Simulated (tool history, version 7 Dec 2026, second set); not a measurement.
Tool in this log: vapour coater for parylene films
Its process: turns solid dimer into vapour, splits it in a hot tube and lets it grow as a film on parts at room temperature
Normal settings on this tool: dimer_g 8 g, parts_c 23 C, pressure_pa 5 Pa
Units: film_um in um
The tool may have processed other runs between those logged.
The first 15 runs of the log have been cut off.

run   hour  dimer_g  parts_c  pressure_pa  hours of work since the trap's valve was overhauled  hours of work since the table's thermometer was calibrated  film_um
 16  476.7        8       18            5                                                   30                                                          45     6.43
 17  506.2        8       23            5                                                   47                                                          63     5.83
 18    550        8       19         5.58                                                   74                                                          90     6.14
 19  573.3        5       23         8.28                                                   88                                                         104     3.32
 20  612.1        9       21            5                                                  111                                                         127     6.69
 21  641.5        8       19         2.94                                                  129                                                         145     6.57
 22  684.8        8       19         2.94                                                  155                                                         171     6.56
 23  728.7       12       33          2.2                                                  181                                                         197      7.7
 24  766.7        4       31         4.71                                                  204                                                         220     2.37
 25  791.3        4       33         7.65                                                  219                                                         235     2.07
 26  833.2        8       23         7.66                                                  244                                                         260     5.18
 27  851.3        7       21            5                                                  255                                                         271     4.96
 28  890.6        7       21            5                                                  279                                                         295     4.95
 29  923.9        6       16          7.7                                                  299                                                         315     4.38

Estimate the outcome of run 30 from the log above:
 30  960.2       14       16          7.7                                                  321                                                         337        ?

film_um: 10.19 um
With no hidden state in the tool, this same run would have given film_um 11.12 um.
